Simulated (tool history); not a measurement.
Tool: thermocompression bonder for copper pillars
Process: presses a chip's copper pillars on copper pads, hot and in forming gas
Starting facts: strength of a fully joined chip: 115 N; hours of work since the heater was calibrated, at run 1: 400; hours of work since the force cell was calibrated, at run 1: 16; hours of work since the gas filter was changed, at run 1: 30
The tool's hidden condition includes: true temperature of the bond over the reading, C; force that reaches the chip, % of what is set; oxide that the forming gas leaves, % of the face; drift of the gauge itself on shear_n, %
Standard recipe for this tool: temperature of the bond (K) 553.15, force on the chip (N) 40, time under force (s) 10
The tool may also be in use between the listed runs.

| run | day | temperature of the bond (K) | force on the chip (N) | time under force (s) | hours of work since the heater was calibrated | hours of work since the force cell was calibrated | hours of work since the gas filter was changed | force that shears a chip off (N) |
|---|---|---|---|---|---|---|---|---|
| 1 | 0.000 | 553.15 | 40 | 10 | 400 | 16 | 30 | 62.5 |
| 2 | 0.325 | 573.15 | 40 | 10 | 405 | 20 | 34 | 79.0 |
| 3 | 0.662 | 573.15 | 40 | 10 | 410 | 25 | 39 | 77.9 |
| 4 | 0.975 | 573.15 | 40 | 10 | 414 | 29 | 43 | 77.7 |
| 5 | 1.188 | 573.15 | 40 | 10 | 417 | 32 | 46 | 77.4 |
| 6 | 1.362 | 573.15 | 25 | 10 | 419 | 35 | 49 | 54.9 |

Run 7 is up next; what results do you expect?
| 7 | 1.550 | 573.15 | 25 | 10 | 422 | 37 | 51 | ? |

Run 7 produced force that shears a chip off (N) 54.8.
Without the tool's hidden state the same run would have given force that shears a chip off (N) 54.7.

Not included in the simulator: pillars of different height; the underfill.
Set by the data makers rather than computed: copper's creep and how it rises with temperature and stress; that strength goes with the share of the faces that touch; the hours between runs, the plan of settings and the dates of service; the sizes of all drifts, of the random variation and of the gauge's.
